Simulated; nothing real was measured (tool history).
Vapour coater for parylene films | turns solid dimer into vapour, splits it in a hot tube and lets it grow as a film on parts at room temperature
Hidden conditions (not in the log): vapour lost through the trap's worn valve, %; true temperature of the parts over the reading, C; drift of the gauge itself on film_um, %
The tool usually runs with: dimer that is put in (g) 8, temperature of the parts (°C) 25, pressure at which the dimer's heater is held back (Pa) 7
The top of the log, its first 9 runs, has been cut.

run	day	dimer that is put in (g)	temperature of the parts (°C)	pressure at which the dimer's heater is held back (Pa)	hours of work since the trap's valve was overhauled	hours of work since the table's thermometer was calibrated	thickness of the film (um)
10	6.921	8	25	7	564	332	1.72
11	7.354	8	25	4.86	570	338	1.84
12	8.038	8	25	7	580	348	1.72
13	8.683	8	25	7	589	357	1.67
14	9.1	5	25	7	595	363	1.05
15	9.812	5	25	7	605	373	1.04
# day 10.479: trap's valve overhauled
16	10.875	5	25	7	6	386	1.07
17	11.662	8	25	7	17	397	1.69
18	12.312	8	25	7	26	406	1.71
19	12.792	8	25	7	33	413	1.68
20	13.433	8	25	7	42	422	1.65
21	14.033	8	25	2.88	50	430	2.01
22	14.546	8	25	2.88	57	437	2.03
23	15.033	8	25	2.88	64	444	2.11

Forecast run 24:
24	15.629	8	21	2.88	72	453	?

Run 24 produced thickness of the film (um) 2.34.
Had the tool carried no hidden state, the very same run would have given thickness of the film (um) 2.34.

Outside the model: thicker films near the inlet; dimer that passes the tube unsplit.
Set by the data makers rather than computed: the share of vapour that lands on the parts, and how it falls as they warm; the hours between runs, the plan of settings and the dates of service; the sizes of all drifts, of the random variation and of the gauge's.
